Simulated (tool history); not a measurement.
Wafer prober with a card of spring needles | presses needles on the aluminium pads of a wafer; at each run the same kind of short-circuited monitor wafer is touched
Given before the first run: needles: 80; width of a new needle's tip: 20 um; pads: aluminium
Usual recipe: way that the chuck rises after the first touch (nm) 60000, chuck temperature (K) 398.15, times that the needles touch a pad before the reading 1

| run | hour | way that the chuck rises after the first touch (nm) | chuck temperature (K) | times that the needles touch a pad before the reading | resistance of one needle with its contact and lead (mohm) | way that a needle slides on the pad (nm) |
|---|---|---|---|---|---|---|
| 1 | 0 | 60000 | 398.15 | 1 | 277 | 9340 |
|  | 6 | tips cleaned on abrasive film |
| 2 | 11.5 | 60000 | 398.15 | 1 | 269 | 9280 |
|  | 18.1 | tips cleaned on abrasive film |
| 3 | 22.4 | 60000 | 398.15 | 1 | 260 | 9330 |
|  | 29.8 | tips cleaned on abrasive film |
| 4 | 35.7 | 60000 | 398.15 | 1 | 277 | 9290 |
|  | 41.9 | tips cleaned on abrasive film |
| 5 | 46 | 60000 | 398.15 | 1 | 261 | 9250 |
|  | 53.7 | tips cleaned on abrasive film |
| 6 | 59.2 | 60000 | 398.15 | 1 | 275 | 9190 |
|  | 66.2 | tips cleaned on abrasive film |
| 7 | 66.3 | 60000 | 398.15 | 1 | 238 | 9200 |
|  | 77.5 | tips cleaned on abrasive film |
| 8 | 77.7 | 60000 | 398.15 | 1 | 238 | 9210 |
| 9 | 85.8 | 60000 | 302.15 | 1 | 274 | 9320 |
|  | 88.9 | tips cleaned on abrasive film |
| 10 | 98.6 | 62000 | 398.15 | 1 | 291 | 9520 |
|  | 100.6 | tips cleaned on abrasive film |
| 11 | 109.4 | 62000 | 337.15 | 1 | 276 | 9570 |
|  | 112.5 | tips cleaned on abrasive film |
| 12 | 116.7 | 60000 | 300.15 | 1 | 246 | 9160 |
|  | 124.2 | tips cleaned on abrasive film |
| 13 | 129.6 | 60000 | 300.15 | 1 | 262 | 9150 |
|  | 136.3 | tips cleaned on abrasive film |
| 14 | 143.7 | 60000 | 300.15 | 1 | 272 | 9090 |
|  | 148.1 | tips cleaned on abrasive film |
| 15 | 157.4 | 60000 | 398.15 | 1 | 293 | 9060 |
|  | 159.7 | tips cleaned on abrasive film |
|  | 171 | tips cleaned on abrasive film |
| 16 | 172.7 | 60000 | 398.15 | 2 | 247 | 9130 |
|  | 182.6 | tips cleaned on abrasive film |
| 17 | 186.7 | 60000 | 375.15 | 2 | 243 | 9170 |
|  | 194.4 | tips cleaned on abrasive film |
| 18 | 197.2 | 60000 | 398.15 | 1 | 255 | 9230 |
|  | 206.2 | tips cleaned on abrasive film |
| 19 | 210.1 | 54000 | 299.15 | 1 | 266 | 8080 |
|  | 217.7 | tips cleaned on abrasive film |
| 20 | 217.7 | 54000 | 299.15 | 1 | 216 | 8120 |
|  | 229.6 | tips cleaned on abrasive film |
| 21 | 230.1 | 63000 | 346.15 | 2 | 221 | 9570 |
|  | 241.1 | tips cleaned on abrasive film |
| 22 | 244.6 | 58000 | 346.15 | 2 | 243 | 8740 |
|  | 250.7 | height of the first contact set anew |
| 23 | 252 | 80000 | 398.15 | 1 | 259 | 13000 |
|  | 252.9 | tips cleaned on abrasive film |
|  | 264.4 | tips cleaned on abrasive film |
| 24 | 264.4 | 60000 | 398.15 | 1 | 240 | 9770 |
| 25 | 272.9 | 58000 | 372.15 | 1 | 281 | 9550 |
|  | 276 | tips cleaned on abrasive film |
| 26 | 282 | 80000 | 333.15 | 1 | 239 | 13150 |
|  | 287.9 | tips cleaned on abrasive film |
| 27 | 291.8 | 58000 | 377.15 | 3 | 239 | 9230 |
|  | 299.3 | tips cleaned on abrasive film |
| 28 | 305.5 | 70000 | 377.15 | 1 | 255 | 11240 |
|  | 311.2 | tips cleaned on abrasive film |
| 29 | 319.9 | 70000 | 377.15 | 1 | 263 | 11230 |
|  | 322.8 | tips cleaned on abrasive film |
| 30 | 330.3 | 70000 | 306.15 | 1 | 250 | 11210 |
|  | 335.2 | tips cleaned on abrasive film |
| 31 | 338.6 | 66000 | 308.15 | 1 | 234 | 10690 |
|  | 346.5 | tips cleaned on abrasive film |
| 32 | 349.8 | 58000 | 308.15 | 1 | 244 | 9280 |

Consider 4 possible next runs. They are alternatives, not a sequence: every one starts from the tool as it was left by run 32. What does each give?
|  | 358.5 | tips cleaned on abrasive film |
| A | 363.9 | 58000 | 299.15 | 2 | ? | ? |
|  | 358.5 | tips cleaned on abrasive film |
| B | 363.9 | 58000 | 392.15 | 1 | ? | ? |
|  | 358.5 | tips cleaned on abrasive film |
| C | 363.9 | 60000 | 308.15 | 2 | ? | ? |
|  | 358.5 | tips cleaned on abrasive film |
| D | 363.9 | 60000 | 302.15 | 1 | ? | ? |

| run | resistance of one needle with its contact and lead (mohm) | way that a needle slides on the pad (nm) |
|---|---|---|
| A | 236 | 9380 |
| B | 275 | 9340 |
| C | 237 | 9640 |
| D | 255 | 9740 |
Had the tool no hidden state, the same runs would have come out as:
| run | resistance of one needle with its contact and lead (mohm) | way that a needle slides on the pad (nm) |
|---|---|---|
| A | 206 | 9490 |
| B | 231 | 9460 |
| C | 209 | 9750 |
| D | 209 | 9860 |
